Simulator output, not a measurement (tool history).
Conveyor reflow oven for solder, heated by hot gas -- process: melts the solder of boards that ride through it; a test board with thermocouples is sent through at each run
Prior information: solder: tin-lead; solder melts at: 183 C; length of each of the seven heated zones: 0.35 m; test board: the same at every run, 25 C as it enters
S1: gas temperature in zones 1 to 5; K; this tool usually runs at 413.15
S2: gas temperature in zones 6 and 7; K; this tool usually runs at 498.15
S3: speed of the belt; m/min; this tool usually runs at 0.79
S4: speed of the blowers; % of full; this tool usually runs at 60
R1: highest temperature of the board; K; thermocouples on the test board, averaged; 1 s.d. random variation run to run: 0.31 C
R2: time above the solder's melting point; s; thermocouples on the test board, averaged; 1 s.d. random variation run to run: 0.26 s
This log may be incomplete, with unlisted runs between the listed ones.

| run | day | S1 | S2 | S3 | S4 | R1 | R2 |
|---|---|---|---|---|---|---|---|
| 1 | 0 | 413.15 | 498.15 | 0.79 | 60 | 480.95 | 33.9 |
| 2 | 1.592 | 413.15 | 498.15 | 0.79 | 60 | 481.25 | 34.3 |
| 3 | 3.575 | 415.15 | 498.15 | 0.79 | 60 | 479.95 | 34.7 |
| 4 | 5.833 | 415.15 | 498.15 | 0.79 | 60 | 481.15 | 34.2 |
|  | 6.804 | flux residue cleaned out of gas plates and filters |
| 5 | 7.758 | 415.15 | 498.15 | 0.79 | 60 | 482.35 | 36.1 |
| 6 | 9.496 | 415.15 | 498.15 | 0.79 | 60 | 481.85 | 36.2 |
| 7 | 11.425 | 415.15 | 498.15 | 0.79 | 60 | 481.45 | 35.8 |
| 8 | 13.275 | 413.15 | 498.15 | 0.687 | 60 | 484.75 | 43.5 |
| 9 | 14.767 | 413.15 | 498.15 | 0.687 | 60 | 484.85 | 44.1 |
| 10 | 17.158 | 413.15 | 498.15 | 0.687 | 60 | 484.65 | 43.4 |
| 11 | 18.212 | 407.15 | 498.15 | 0.79 | 60 | 479.25 | 32 |
| 12 | 20.712 | 407.15 | 494.15 | 0.79 | 60 | 475.85 | 28.8 |
| 13 | 22.929 | 413.15 | 498.15 | 0.79 | 60 | 480.45 | 33.9 |
|  | 24.879 | flux residue cleaned out of gas plates and filters |
| 14 | 24.879 | 413.15 | 498.15 | 0.79 | 60 | 481.85 | 35.2 |
| 15 | 26.429 | 413.15 | 498.15 | 0.79 | 60 | 481.35 | 35.1 |
| 16 | 28.221 | 410.15 | 497.15 | 0.905 | 54 | 474.35 | 23.5 |
| 17 | 29.446 | 408.15 | 496.15 | 0.858 | 61 | 476.35 | 27 |
| 18 | 31.708 | 415.15 | 488.15 | 0.858 | 61 | 470.75 | 23.7 |
| 19 | 32.725 | 413.15 | 508.15 | 0.864 | 60 | 485.95 | 34.5 |
| 20 | 34.262 | 401.15 | 498.15 | 0.713 | 72 | 484.05 | 38.2 |
| 21 | 36.371 | 403.15 | 498.15 | 0.873 | 51 | 472.45 | 21.6 |
| 22 | 38.158 | 403.15 | 498.15 | 0.873 | 51 | 472.45 | 21.1 |
| 23 | 40.046 | 403.15 | 498.15 | 0.873 | 51 | 472.35 | 21.2 |
| 24 | 41.071 | 413.15 | 498.15 | 0.667 | 60 | 485.25 | 45.2 |
| 25 | 42.538 | 399.15 | 498.15 | 0.79 | 79 | 480.65 | 31.3 |
|  | 42.971 | flux residue cleaned out of gas plates and filters |
| 26 | 45.167 | 406.15 | 513.15 | 0.847 | 79 | 493.95 | 38.4 |
| 27 | 46.683 | 409.15 | 507.15 | 0.79 | 60 | 488.55 | 38.5 |
| 28 | 47.821 | 407.15 | 508.15 | 0.75 | 82 | 494.25 | 43.9 |
| 29 | 49 | 413.15 | 498.15 | 0.82 | 60 | 479.45 | 32.9 |
| 30 | 50.5 | 413.15 | 498.15 | 0.82 | 60 | 479.95 | 32.6 |

Selected run-to-run steps in R1, each split into two signed amounts: the part the tool would show with no hidden state at all (from settings, incoming material and random variation), and the remainder, which goes to the hidden state together with any gauge scatter not common to the measured and the hidden-state-free results:
Unlogged tool condition in this case: heat that the gas passes to the board, % of a clean oven's; belt's true speed, % of the reading; true gas temperature in zones 6 and 7 over the reading, C; drift of the gauge itself on peak_c, C; drift of the gauge itself on liquid_s, %.
Run 4 -> 5: flux residue cleaned out of gas plates and filters. R1 +1.2 K: hidden state +1.4, all else -0.2.
Run 13 -> 14: flux residue cleaned out of gas plates and filters. R1 +1.4 K: hidden state +1.7, all else -0.3.
Run 18 -> 19: S1 415.15 -> 413.15, S2 488.15 -> 508.15, S3 0.858 -> 0.864, S4 61 -> 60. R1 +15.2 K: hidden state -0.2, all else +15.4.
Run 25 -> 26: S1 399.15 -> 406.15, S2 498.15 -> 513.15, S3 0.79 -> 0.847, flux residue cleaned out of gas plates and filters. R1 +13.3 K: hidden state +2, all else +11.3.
Run 28 -> 29: S1 407.15 -> 413.15, S2 508.15 -> 498.15, S3 0.75 -> 0.82, S4 82 -> 60. R1 -14.8 K: hidden state +0, all else -14.8.
